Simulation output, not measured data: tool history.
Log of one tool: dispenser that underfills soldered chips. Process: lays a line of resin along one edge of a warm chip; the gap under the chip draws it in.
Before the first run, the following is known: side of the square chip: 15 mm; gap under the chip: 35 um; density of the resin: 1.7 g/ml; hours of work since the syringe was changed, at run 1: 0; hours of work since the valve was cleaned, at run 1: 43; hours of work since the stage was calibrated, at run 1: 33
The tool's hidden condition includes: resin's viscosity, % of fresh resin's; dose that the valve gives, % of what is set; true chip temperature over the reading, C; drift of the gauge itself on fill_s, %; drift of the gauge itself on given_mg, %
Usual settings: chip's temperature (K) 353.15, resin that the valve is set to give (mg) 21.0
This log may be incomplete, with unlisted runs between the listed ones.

run,hour,chip's temperature (K),resin that the valve is set to give (mg),hours of work since the syringe was changed,hours of work since the valve was cleaned,hours of work since the stage was calibrated,time until the resin shows at the far edge (s),resin that the valve gave (mg)
1,0.0,353.15,21.0,0,43,33,396.9,20.36
2,4.2,353.15,21.0,3,45,36,446.6,20.28
3,9.3,353.15,23.5,6,48,39,497.0,22.71
# hour 11.0: new syringe of resin
4,14.1,353.15,23.5,2,51,41,424.3,22.50
5,17.2,353.15,23.5,4,53,43,463.0,22.59
6,21.3,343.15,21.0,6,55,46,841.8,20.13
# hour 22.0: new syringe of resin
7,27.7,353.15,21.0,4,59,50,468.1,20.19
# hour 32.9: new syringe of resin
8,33.8,353.15,21.0,1,63,53,412.1,20.10
9,38.8,353.15,21.0,4,66,56,482.5,20.10
10,41.6,353.15,21.0,5,68,58,510.5,19.99
# hour 44.0: new syringe of resin
11,45.1,353.15,21.0,1,69,60,405.3,19.89
12,47.9,353.15,26.6,2,71,62,430.0,25.09
13,51.8,353.15,25.9,5,74,64,479.0,24.27
14,54.5,356.15,21.0,6,75,66,447.7,19.74
# hour 55.2: new syringe of resin
15,59.0,356.15,21.0,2,78,68,388.6,19.86
16,62.9,356.15,23.4,5,80,71,425.5,21.89
# hour 66.4: new syringe of resin
17,70.0,367.15,19.6,2,84,75,237.3,18.29
18,74.5,366.15,21.0,5,87,78,278.0,19.59
# hour 77.4: new syringe of resin
19,80.7,366.15,19.3,2,91,81,247.6,17.88
20,87.1,364.15,26.0,6,95,85,306.5,24.08
# hour 88.3: new syringe of resin
# hour 93.8: dispensing valve cleaned and set on the balance
21,93.8,362.15,26.8,3,0,89,286.6,26.90
# hour 100.4: new syringe of resin
22,100.9,356.15,19.1,0,4,93,358.2,19.00
23,104.9,356.15,21.5,3,7,95,398.8,21.30
24,110.0,362.15,20.6,6,10,98,337.9,20.42
# hour 111.5: new syringe of resin
25,113.7,362.15,20.6,1,12,100,284.9,20.54
26,118.2,362.15,23.6,4,15,103,315.4,23.39
27,121.0,362.15,23.6,6,16,105,344.0,23.18
# hour 122.7: new syringe of resin
28,126.5,362.15,23.6,2,19,108,295.7,23.40
29,130.9,362.15,23.6,5,22,111,335.6,23.10
# hour 133.9: new syringe of resin
30,136.7,355.15,20.1,2,26,114,407.4,19.68
31,140.2,365.15,20.1,4,28,116,272.6,19.84
# hour 145.1: new syringe of resin
32,146.6,365.15,20.1,1,31,120,249.3,19.74

Hidden state at the last listed run before each entry between runs and at the first one after, where it differs:
Logged between run 3 and run 4: new syringe of resin (hour 11.0)
  resin's viscosity, % of fresh resin's: 124.1 -> 106.8; dose that the valve gives, % of what is set: 96.43 -> 96.21; true chip temperature over the reading, C: -0.26 -> -0.28
  measured less the result without the state, time until the resin shows at the far edge (s): +102.5 -> +33.2; resin that the valve gave (mg): -0.84 -> -0.89
Logged between run 6 and run 7: new syringe of resin (hour 22.0)
  resin's viscosity, % of fresh resin's: 127.3 -> 113.8; dose that the valve gives, % of what is set: 95.87 -> 95.58; true chip temperature over the reading, C: -0.3 -> -0.33
  measured less the result without the state, time until the resin shows at the far edge (s): +194.4 -> +65.6; resin that the valve gave (mg): -0.86 -> -0.93
Logged between run 7 and run 8: new syringe of resin (hour 32.9)
  resin's viscosity, % of fresh resin's: 113.8 -> 102.6; dose that the valve gives, % of what is set: 95.58 -> 95.3; true chip temperature over the reading, C: -0.33 -> -0.35
  measured less the result without the state, time until the resin shows at the far edge (s): +65.6 -> +19.6; resin that the valve gave (mg): -0.93 -> -0.99
Logged between run 10 and run 11: new syringe of resin (hour 44.0)
  resin's viscosity, % of fresh resin's: 124.4 -> 100.5; dose that the valve gives, % of what is set: 94.91 -> 94.75; true chip temperature over the reading, C: -0.37 -> -0.38
  measured less the result without the state, time until the resin shows at the far edge (s): +110.2 -> +12.1; resin that the valve gave (mg): -1.07 -> -1.10
Logged between run 14 and run 15: new syringe of resin (hour 55.2)
  resin's viscosity, % of fresh resin's: 126.7 -> 110.5; dose that the valve gives, % of what is set: 94.28 -> 94.09; true chip temperature over the reading, C: -0.41 -> -0.43
  measured less the result without the state, time until the resin shows at the far edge (s): +104.1 -> +47.0; resin that the valve gave (mg): -1.20 -> -1.24
Logged between run 16 and run 17: new syringe of resin (hour 66.4)
  resin's viscosity, % of fresh resin's: 121.9 -> 108.8; dose that the valve gives, % of what is set: 93.88 -> 93.55; true chip temperature over the reading, C: -0.44 -> -0.46
  measured less the result without the state, time until the resin shows at the far edge (s): +85.2 -> +26.4; resin that the valve gave (mg): -1.43 -> -1.27
Logged between run 18 and run 19: new syringe of resin (hour 77.4)
  resin's viscosity, % of fresh resin's: 121.4 -> 106.6; dose that the valve gives, % of what is set: 93.34 -> 93.03; true chip temperature over the reading, C: -0.48 -> -0.5
  measured less the result without the state, time until the resin shows at the far edge (s): +56.1 -> +24.1; resin that the valve gave (mg): -1.40 -> -1.34
Logged between run 20 and run 21: new syringe of resin (hour 88.3); dispensing valve cleaned and set on the balance (hour 93.8)
  resin's viscosity, % of fresh resin's: 124.6 -> 109.9; dose that the valve gives, % of what is set: 92.74 -> 100; true chip temperature over the reading, C: -0.52 -> -0.54
  measured less the result without the state, time until the resin shows at the far edge (s): +67.0 -> +32.1; resin that the valve gave (mg): -1.89 -> +0.00
Logged between run 21 and run 22: new syringe of resin (hour 100.4)
  resin's viscosity, % of fresh resin's: 109.9 -> 101; dose that the valve gives, % of what is set: 100 -> 99.67; true chip temperature over the reading, C: -0.54 -> -0.56
  measured less the result without the state, time until the resin shows at the far edge (s): +32.1 -> +13.1; resin that the valve gave (mg): +0.00 -> -0.07
Logged between run 24 and run 25: new syringe of resin (hour 111.5)
  resin's viscosity, % of fresh resin's: 126.1 -> 106.4; dose that the valve gives, % of what is set: 99.23 -> 99.05; true chip temperature over the reading, C: -0.59 -> -0.6
  measured less the result without the state, time until the resin shows at the far edge (s): +77.2 -> +24.7; resin that the valve gave (mg): -0.16 -> -0.19
Logged between run 27 and run 28: new syringe of resin (hour 122.7)
  resin's viscosity, % of fresh resin's: 127.4 -> 109.7; dose that the valve gives, % of what is set: 98.71 -> 98.46; true chip temperature over the reading, C: -0.63 -> -0.65
  measured less the result without the state, time until the resin shows at the far edge (s): +81.8 -> +34.1; resin that the valve gave (mg): -0.30 -> -0.36
Logged between run 29 and run 30: new syringe of resin (hour 133.9)
  resin's viscosity, % of fresh resin's: 122.4 -> 106.5; dose that the valve gives, % of what is set: 98.24 -> 97.95; true chip temperature over the reading, C: -0.66 -> -0.68
  measured less the result without the state, time until the resin shows at the far edge (s): +69.7 -> +38.0; resin that the valve gave (mg): -0.41 -> -0.41
Logged between run 31 and run 32: new syringe of resin (hour 145.1)
  resin's viscosity, % of fresh resin's: 116.1 -> 103.6; dose that the valve gives, % of what is set: 97.77 -> 97.47; true chip temperature over the reading, C: -0.69 -> -0.71
  measured less the result without the state, time until the resin shows at the far edge (s): +45.7 -> +17.1; resin that the valve gave (mg): -0.45 -> -0.51
